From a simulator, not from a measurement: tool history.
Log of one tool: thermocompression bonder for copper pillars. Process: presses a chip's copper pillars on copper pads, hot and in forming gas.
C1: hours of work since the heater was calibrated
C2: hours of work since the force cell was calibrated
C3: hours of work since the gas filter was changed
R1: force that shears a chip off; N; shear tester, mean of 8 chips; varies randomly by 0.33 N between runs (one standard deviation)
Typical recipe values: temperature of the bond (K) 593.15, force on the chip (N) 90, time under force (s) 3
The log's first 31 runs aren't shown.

{"run": 32, "day": 73.696, "temperature of the bond (K)": 567.15, "force on the chip (N)": 93, "time under force (s)": 2, "C1": 595, "C2": 1406, "C3": 261, "R1": 35.7}
{"day": 76.242, "done": "forming gas filter changed"}
{"run": 33, "day": 76.546, "temperature of the bond (K)": 607.15, "force on the chip (N)": 60, "time under force (s)": 3, "C1": 647, "C2": 1458, "C3": 6, "R1": 47.7}
{"run": 34, "day": 78.525, "temperature of the bond (K)": 585.15, "force on the chip (N)": 68, "time under force (s)": 2, "C1": 684, "C2": 1495, "C3": 42, "R1": 35.5}
{"run": 35, "day": 80.25, "temperature of the bond (K)": 585.15, "force on the chip (N)": 68, "time under force (s)": 2, "C1": 716, "C2": 1527, "C3": 74, "R1": 34.9}
{"run": 36, "day": 82.179, "temperature of the bond (K)": 565.15, "force on the chip (N)": 68, "time under force (s)": 2, "C1": 752, "C2": 1562, "C3": 110, "R1": 26.3}
{"run": 37, "day": 84.575, "temperature of the bond (K)": 565.15, "force on the chip (N)": 68, "time under force (s)": 2, "C1": 796, "C2": 1607, "C3": 154, "R1": 26.6}
{"day": 86.008, "done": "force cell calibrated"}
{"run": 38, "day": 87.608, "temperature of the bond (K)": 565.15, "force on the chip (N)": 83, "time under force (s)": 3, "C1": 851, "C2": 30, "C3": 209, "R1": 36.2}
{"run": 39, "day": 89.288, "temperature of the bond (K)": 565.15, "force on the chip (N)": 83, "time under force (s)": 3, "C1": 882, "C2": 61, "C3": 240, "R1": 35.9}

Predict each of these 3 candidate next runs independently; none follows another, all start after run 39:
{"run": "A", "day": 91.333, "temperature of the bond (K)": 565.15, "force on the chip (N)": 83, "time under force (s)": 7, "C1": 920, "C2": 98, "C3": 278, "R1": "?"}
{"run": "B", "day": 91.333, "temperature of the bond (K)": 611.15, "force on the chip (N)": 90, "time under force (s)": 5, "C1": 920, "C2": 98, "C3": 278, "R1": "?"}
{"run": "C", "day": 91.333, "temperature of the bond (K)": 583.15, "force on the chip (N)": 90, "time under force (s)": 3, "C1": 920, "C2": 98, "C3": 278, "R1": "?"}

run=A R1=49.2
run=B R1=74.3
run=C R1=48.1
What these runs would have given with no unlogged condition in the tool:
run=A R1=48.4
run=B R1=74.2
run=C R1=47.4
